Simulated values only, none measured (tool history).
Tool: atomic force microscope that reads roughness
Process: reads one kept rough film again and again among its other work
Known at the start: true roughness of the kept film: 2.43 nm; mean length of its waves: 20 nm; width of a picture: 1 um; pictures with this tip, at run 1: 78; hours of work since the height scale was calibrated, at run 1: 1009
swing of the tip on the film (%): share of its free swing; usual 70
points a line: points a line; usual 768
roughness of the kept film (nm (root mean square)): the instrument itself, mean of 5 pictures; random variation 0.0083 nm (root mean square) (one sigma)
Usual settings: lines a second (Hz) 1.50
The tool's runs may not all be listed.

run    hour  lines a second (Hz)  swing of the tip on the film (%)  points a line  pictures with this tip  hours of work since the height scale was calibrated  roughness of the kept film (nm (root mean square))
  1     0.0                 1.50                                70            768                      78                                                 1009                                               1.599
  2    27.2                 0.76                                70            768                     109                                                 1027                                               1.609
  3    54.2                 0.76                                70            768                     139                                                 1044                                               1.567
  4    92.6                 1.50                                70            768                     182                                                 1070                                               1.459
  5   119.1                 1.50                                70            768                     211                                                 1087                                               1.423
  6   149.3                 1.50                                70            768                     245                                                 1107                                               1.377
  7   191.2                 1.50                                70            768                     292                                                 1135                                               1.338
  8   215.3                 1.50                                70            768                     318                                                 1151                                               1.305
  9   240.9                 1.06                                70            768                     347                                                 1168                                               1.299
      283.2  -- new tip fitted
 10   284.1                 0.80                                70            768                       1                                                 1196                                               1.816
 11   308.5                 0.80                                70            768                      28                                                 1212                                               1.792
 12   340.6                 1.50                                70            768                      64                                                 1233                                               1.652
 13   378.5                 1.50                                70            768                     106                                                 1258                                               1.583
 14   401.6                 1.50                                70            768                     132                                                 1274                                               1.557
 15   419.9                 1.50                                70            768                     152                                                 1286                                               1.526
 16   444.9                 1.50                                70            768                     180                                                 1302                                               1.489
 17   488.8                 1.50                                70            487                     229                                                 1331                                               1.419
 18   511.0                 1.50                                70            487                     254                                                 1346                                               1.379
 19   553.7                 1.50                                70            487                     301                                                 1374                                               1.330
 20   577.7                 1.50                                70            487                     328                                                 1390                                               1.300
 21   602.5                 1.50                                70            768                     356                                                 1407                                               1.273
      636.8  -- new tip fitted
 22   638.8                 1.50                                70            768                       2                                                 1430                                               1.790
 23   678.2                 1.50                                70            836                      46                                                 1456                                               1.715
 24   700.7                 1.50                                70            836                      71                                                 1471                                               1.674
 25   743.3                 0.53                                70            836                     119                                                 1499                                               1.660
 26   780.5                 0.53                                70            836                     160                                                 1524                                               1.601
 27   823.6                 0.53                                70            836                     209                                                 1552                                               1.522
 28   847.7                 3.17                                70            768                     235                                                 1568                                               1.322
 29   889.5                 3.17                                70            768                     282                                                 1596                                               1.281
 30   908.3                 3.17                                72            645                     303                                                 1608                                               1.224
 31   932.4                 1.50                                83           1016                     330                                                 1624                                               1.238
 32   973.1                 1.50                                83           1016                     375                                                 1651                                               1.194
      990.5  -- new tip fitted
 33  1015.4                 3.57                                69            259                      28                                                 1679                                               1.527
 34  1038.5                 1.50                                68            768                      54                                                 1694                                               1.706
 35  1069.9                 1.50                                68            768                      88                                                 1715                                               1.638
 36  1095.3                 1.50                                70            959                     117                                                 1732                                               1.577
 37  1140.1                 1.50                                70            959                     167                                                 1761                                               1.500
 38  1170.3                 1.50                                70            959                     200                                                 1781                                               1.454
 39  1202.9                 1.50                                70            435                     237                                                 1803                                               1.392
 40  1236.4                 1.50                                70            435                     274                                                 1825                                               1.345
 41  1275.2                 1.50                                68            325                     317                                                 1850                                               1.308
 42  1296.8                 2.17                                80            674                     342                                                 1865                                               1.160
 43  1341.0                 2.17                                89            674                     391                                                 1894                                               1.041
     1344.6  -- new tip fitted
 44  1361.6                 1.95                                59            293                      19                                                 1907                                               1.767
 45  1402.4                 1.95                                59            293                      65                                                 1934                                               1.675
 46  1426.9                 1.44                                59            458                      92                                                 1950                                               1.682
 47  1445.5                 1.44                                59            458                     113                                                 1963                                               1.648
 48  1476.6                 0.83                                61            316                     147                                                 1983                                               1.592
 49  1504.0                 0.83                                61            316                     178                                                 2001                                               1.549
 50  1543.8                 0.83                                61            316                     222                                                 2028                                               1.500
 51  1569.8                 0.83                                61            316                     251                                                 2045                                               1.447
 52  1588.9                 0.83                                61            316                     273                                                 2057                                               1.430

The same runs without the tool's hidden state, with the same run-to-run variation:
The hidden state here: radius of the tip, nm; height scale over the true one, %; drift of the gauge itself on roughness_nm, %.
run  roughness of the kept film (nm (root mean square))
  1                                               1.807
  2                                               1.877
  3                                               1.874
  4                                               1.818
  5                                               1.817
  6                                               1.806
  7                                               1.822
  8                                               1.813
  9                                               1.845
 10                                               1.863
 11                                               1.893
 12                                               1.810
 13                                               1.811
 14                                               1.822
 15                                               1.819
 16                                               1.820
 17                                               1.806
 18                                               1.796
 19                                               1.802
 20                                               1.803
 21                                               1.806
 22                                               1.816
 23                                               1.822
 24                                               1.826
 25                                               1.897
 26                                               1.904
 27                                               1.893
 28                                               1.682
 29                                               1.693
 30                                               1.651
 31                                               1.703
 32                                               1.708
 33                                               1.602
 34                                               1.840
 35                                               1.834
 36                                               1.816
 37                                               1.811
 38                                               1.811
 39                                               1.795
 40                                               1.793
 41                                               1.804
 42                                               1.634
 43                                               1.520
 44                                               1.823
 45                                               1.810
 46                                               1.870
 47                                               1.867
 48                                               1.867
 49                                               1.866
 50                                               1.877
 51                                               1.859
 52                                               1.869
